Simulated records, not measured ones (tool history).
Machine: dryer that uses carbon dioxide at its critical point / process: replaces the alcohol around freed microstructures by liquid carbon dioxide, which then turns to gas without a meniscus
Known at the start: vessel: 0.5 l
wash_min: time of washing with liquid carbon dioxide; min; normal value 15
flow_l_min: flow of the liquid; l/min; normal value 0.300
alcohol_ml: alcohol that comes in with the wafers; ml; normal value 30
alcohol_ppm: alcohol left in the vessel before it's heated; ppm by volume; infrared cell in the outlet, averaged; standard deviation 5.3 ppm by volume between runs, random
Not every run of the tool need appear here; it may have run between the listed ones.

Run 1, hour 0.0: usual settings. Result: alcohol_ppm 142 ppm by volume.
Run 2, hour 7.7: usual settings. Result: alcohol_ppm 136 ppm by volume.
Run 3, hour 21.1: usual settings. Result: alcohol_ppm 146 ppm by volume.
Run 4, hour 29.0: usual settings. Result: alcohol_ppm 156 ppm by volume.
Run 5, hour 37.2: usual settings. Result: alcohol_ppm 153 ppm by volume.
Run 6, hour 44.7: usual settings. Result: alcohol_ppm 163 ppm by volume.
Run 7, hour 55.5: usual settings. Result: alcohol_ppm 167 ppm by volume.
Run 8, hour 65.4: usual settings. Result: alcohol_ppm 153 ppm by volume.
Run 9, hour 82.4: usual settings. Result: alcohol_ppm 169 ppm by volume.
Run 10, hour 91.9: usual settings but flow_l_min 0.352 l/min, alcohol_ml 25 ml. Result: alcohol_ppm 60 ppm by volume.
Run 11, hour 104.5: usual settings but wash_min 16 min, flow_l_min 0.410 l/min, alcohol_ml 91 ml. Result: alcohol_ppm 52 ppm by volume.
Run 12, hour 119.0: usual settings but wash_min 12 min, flow_l_min 0.410 l/min, alcohol_ml 23 ml. Result: alcohol_ppm 91 ppm by volume.
Run 13, hour 131.5: usual settings but flow_l_min 0.184 l/min, alcohol_ml 45 ml. Result: alcohol_ppm 2232 ppm by volume.

Forecast each of these 3 alternatives for the next run:
Run A, hour 150.0: usual settings but wash_min 23 min, flow_l_min 0.273 l/min, alcohol_ml 90 ml. Result: alcohol_ppm ?.
Run B, hour 150.0: usual settings but flow_l_min 0.210 l/min, alcohol_ml 102 ml. Result: alcohol_ppm ?.
Run C, hour 150.0: usual settings but wash_min 18 min, flow_l_min 0.184 l/min, alcohol_ml 45 ml. Result: alcohol_ppm ?.

run  alcohol_ppm
  A           59
  B         3004
  C         1097
Had the tool no hidden state, the same runs would have come out as:
run  alcohol_ppm
  A           24
  B         2242
  C          799

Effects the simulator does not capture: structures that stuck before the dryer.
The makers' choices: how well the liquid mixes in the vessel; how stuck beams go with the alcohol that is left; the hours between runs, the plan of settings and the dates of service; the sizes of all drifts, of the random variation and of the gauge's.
